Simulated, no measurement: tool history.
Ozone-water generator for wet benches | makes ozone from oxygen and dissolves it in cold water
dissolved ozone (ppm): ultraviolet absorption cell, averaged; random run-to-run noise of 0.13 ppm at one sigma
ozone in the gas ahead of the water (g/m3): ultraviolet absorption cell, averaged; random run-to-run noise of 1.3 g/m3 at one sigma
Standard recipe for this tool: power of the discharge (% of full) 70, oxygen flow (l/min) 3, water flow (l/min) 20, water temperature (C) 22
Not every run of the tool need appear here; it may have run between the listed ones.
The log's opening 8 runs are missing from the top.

run      day  power of the discharge (% of full)  oxygen flow (l/min)  water flow (l/min)  water temperature (C)  hours of work since the electrodes were changed  hours of work since the contactor was cleaned  hours of work since the thermometer was calibrated  dissolved ozone (ppm)  ozone in the gas ahead of the water (g/m3)
  9   28.612                                  96                    3                  20                     22                                             3841                                           2518                                                 805                   15.8                                       258.3
      29.175  -- contactor cleaned
 10   33.421                                  96                    3                  21                     22                                             3930                                             82                                                 895                   15.1                                       253.7
 11   36.417                                  96                    3                  21                     22                                             3988                                            140                                                 952                   14.8                                       256.7
      37.254  -- contactor cleaned, once more
 12   39.208                                  42                    3                  20                     22                                             4039                                             38                                                1003                   10.3                                         163
 13   42.667                                  42                    3                  20                     22                                             4105                                            105                                                1070                   10.3                                         163
 14   47.679                                  42                    3                  20                     22                                             4202                                            201                                                1167                   10.5                                       160.9
 15   50.279                                  47                    3                  20                     22                                             4252                                            251                                                1217                   10.8                                         174
 16   54.338                                  70                    3                  28                     22                                             4331                                            330                                                1295                    9.7                                         212
 17   56.796                                  70                    3                  20                     28                                             4378                                            377                                                1343                   12.5                                       210.7
 18   61.921                                  70                    3                  20                     28                                             4477                                            476                                                1441                   12.3                                       214.5
 19   64.633                                  70                    3                  20                     16                                             4529                                            529                                                1494                   14.1                                       211.8
 20   66.858                                  70                 4.72                  20                     20                                             4572                                            571                                                1537                   13.6                                       159.7
 21   69.692                                  70                  1.6                  20                     22                                             4627                                            626                                                1591                   12.6                                       313.3
 22   73.929                                  96                 1.68                  30                     14                                             4709                                            708                                                1673                   10.1                                       358.2
 23   77.558                                  96                 1.68                  30                     14                                             4779                                            778                                                1743                    9.9                                       360.3
 24   82.767                                  96                 1.68                  30                     14                                             4879                                            879                                                1844                    9.9                                       361.8
 25   86.688                                  96                 1.68                  30                     14                                             4955                                            954                                                1920                    9.4                                       359.3
 26   90.371                                  96                 1.68                  12                     14                                             5026                                           1025                                                1991                   26.3                                       357.8
 27   93.892                                  99                 1.68                  12                     14                                             5094                                           1093                                                2059                   26.7                                       359.7
 28   98.962                                  99                 1.68                  12                     14                                             5192                                           1191                                                2156                   26.3                                       361.7
 29  101.271                                  92                 5.03                  15                     21                                             5237                                           1236                                                2201                   18.5                                       174.6
 30  104.671                                  43                 3.87                  20                     19                                             5302                                           1301                                                2267                   10.4                                       136.5
 31  108.317                                  70                    3                  24                     22                                             5373                                           1372                                                2337                   10.6                                       208.8
 32  112.242                                  70                    3                  24                     22                                             5448                                           1447                                                2413                   10.7                                       206.5

Branching from run 32: 4 alternative next runs. What would each branch give?
  A  115.421                                  70                    3                  20                     26                                             5510                                           1509                                                2474                      ?                                           ?
  B  115.421                                  41                    3                  20                     16                                             5510                                           1509                                                2474                      ?                                           ?
  C  115.421                                  70                    3                  20                     22                                             5510                                           1509                                                2474                      ?                                           ?
  D  115.421                                  70                 1.73                  13                     15                                             5510                                           1509                                                2474                      ?                                           ?

run  dissolved ozone (ppm)  ozone in the gas ahead of the water (g/m3)
  A                   12.2                                       206.4
  B                   10.3                                       155.8
  C                   12.7                                       208.5
  D                   20.2                                       293.3
What these runs would have given with no unlogged condition in the tool:
run  dissolved ozone (ppm)  ozone in the gas ahead of the water (g/m3)
  A                   14.3                                       235.1
  B                   11.6                                       170.6
  C                   14.9                                       237.5
  D                   23.5                                       333.9
